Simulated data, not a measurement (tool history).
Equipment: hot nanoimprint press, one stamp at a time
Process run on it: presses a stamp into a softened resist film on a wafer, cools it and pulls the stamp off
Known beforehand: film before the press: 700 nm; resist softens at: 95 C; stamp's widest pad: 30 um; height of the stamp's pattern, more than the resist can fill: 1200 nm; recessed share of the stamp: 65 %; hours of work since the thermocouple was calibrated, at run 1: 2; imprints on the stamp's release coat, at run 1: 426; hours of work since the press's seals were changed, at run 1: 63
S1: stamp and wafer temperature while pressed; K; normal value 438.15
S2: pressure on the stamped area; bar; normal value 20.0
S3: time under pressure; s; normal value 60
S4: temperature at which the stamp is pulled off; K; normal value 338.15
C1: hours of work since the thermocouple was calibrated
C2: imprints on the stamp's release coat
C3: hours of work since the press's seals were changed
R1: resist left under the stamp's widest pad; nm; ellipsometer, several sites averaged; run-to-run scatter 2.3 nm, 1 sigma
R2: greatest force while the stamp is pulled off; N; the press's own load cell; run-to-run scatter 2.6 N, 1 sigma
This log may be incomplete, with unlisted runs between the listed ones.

run,hour,S1,S2,S3,S4,C1,C2,C3,R1,R2
1,0.0,438.15,20.0,60,338.15,2,426,63,380.8,130
2,5.6,438.15,20.0,60,338.15,4,440,65,382.1,134
3,17.5,438.15,20.0,60,338.15,9,469,71,383.5,133
4,25.5,438.15,12.2,60,338.15,13,488,74,454.7,135
5,35.4,438.15,12.2,60,338.15,17,512,78,456.0,136
6,43.9,438.15,20.0,60,338.15,21,533,82,378.9,132
7,53.3,438.15,20.0,60,338.15,25,556,86,382.3,138
8,63.7,445.15,20.0,60,338.15,30,581,91,272.5,138
9,75.7,438.15,20.0,60,338.15,35,610,96,379.1,134
10,82.8,438.15,20.0,60,338.15,38,628,99,378.1,138
# hour 86.9: plate thermocouple calibrated
11,94.8,438.15,20.0,60,340.15,3,650,103,373.3,134
12,100.4,438.15,20.0,60,340.15,6,663,106,377.0,137
13,109.6,438.15,20.0,60,340.15,10,686,110,376.9,132
14,121.4,438.15,20.0,60,340.15,15,714,115,377.2,138
15,129.0,438.15,20.0,60,340.15,18,733,118,379.0,133
16,136.2,438.15,20.0,60,340.15,21,750,121,375.1,135
# hour 146.4: plate thermocouple calibrated, once more
17,150.5,438.15,20.0,60,340.15,2,778,126,383.3,134
18,159.4,438.15,20.0,60,340.15,6,800,130,380.8,136
19,165.6,438.15,20.0,60,340.15,8,815,133,382.3,141
20,177.5,436.15,16.9,60,338.15,14,844,138,441.8,145
21,186.1,436.15,16.9,60,338.15,17,865,142,443.6,141
22,193.1,434.15,14.9,60,343.15,20,882,145,496.2,128
23,202.5,434.15,15.2,60,344.15,24,905,149,493.4,133
24,213.7,434.15,15.2,60,344.15,29,932,154,499.8,133
25,221.6,434.15,15.2,60,344.15,33,951,157,489.2,129
26,231.6,434.15,15.2,60,344.15,37,976,162,491.4,131
27,242.5,434.15,15.2,60,344.15,42,1002,166,485.1,131
28,252.6,438.15,20.0,48,333.15,46,1027,171,405.2,160
29,259.3,438.15,12.5,54,331.15,49,1043,174,464.4,167
30,269.0,444.15,12.5,54,331.15,54,1067,178,369.6,170

Predict each of these 4 candidate next runs independently; none follows another, all start after run 30:
A,279.3,442.15,21.1,93,331.15,58,1092,182,?,?
B,279.3,432.15,15.4,90,331.15,58,1092,182,?,?
C,279.3,440.15,20.0,99,333.15,58,1092,182,?,?
D,279.3,444.15,12.5,69,336.15,58,1092,182,?,?

run,R1,R2
A,258.8,167
B,474.3,171
C,285.7,168
D,333.2,151
With no hidden state in the tool, these same runs would have given:
run,R1,R2
A,260.9,134
B,477.7,138
C,288.1,135
D,336.1,121
